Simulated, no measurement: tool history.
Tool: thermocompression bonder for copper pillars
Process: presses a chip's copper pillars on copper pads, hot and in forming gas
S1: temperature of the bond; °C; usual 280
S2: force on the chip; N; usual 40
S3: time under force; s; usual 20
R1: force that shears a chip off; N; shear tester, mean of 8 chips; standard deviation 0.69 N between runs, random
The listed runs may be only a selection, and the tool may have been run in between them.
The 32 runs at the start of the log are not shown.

run 33 day=76.046 | S1=271 S2=45 S3=28 | R1=57.1
run 34 day=77.854 | S1=262 S2=45 S3=28 | R1=48.5
-- day=79.758 forming gas filter changed
run 35 day=80.538 | S1=262 S2=45 S3=28 | R1=51.8
run 36 day=83.896 | S1=269 S2=42 S3=41 | R1=62.2
-- day=84.775 heater calibrated with a thermocouple chip
run 37 day=85.833 | S1=299 S2=40 S3=20 | R1=79.7
run 38 day=88.683 | S1=299 S2=40 S3=20 | R1=79.6
run 39 day=90.062 | S1=293 S2=50 S3=17 | R1=80.7
run 40 day=92.508 | S1=293 S2=50 S3=17 | R1=77.2

Forecast each of these 3 alternatives for the next run:
run A day=95.488 | S1=283 S2=54 S3=41 | R1=?
run B day=95.488 | S1=279 S2=50 S3=42 | R1=?
run C day=95.488 | S1=261 S2=29 S3=28 | R1=?

run=A R1=92.7
run=B R1=86.6
run=C R1=39.3
With no hidden state in the tool, these same runs would have given:
run=A R1=102.3
run=B R1=96.2
run=C R1=45.3

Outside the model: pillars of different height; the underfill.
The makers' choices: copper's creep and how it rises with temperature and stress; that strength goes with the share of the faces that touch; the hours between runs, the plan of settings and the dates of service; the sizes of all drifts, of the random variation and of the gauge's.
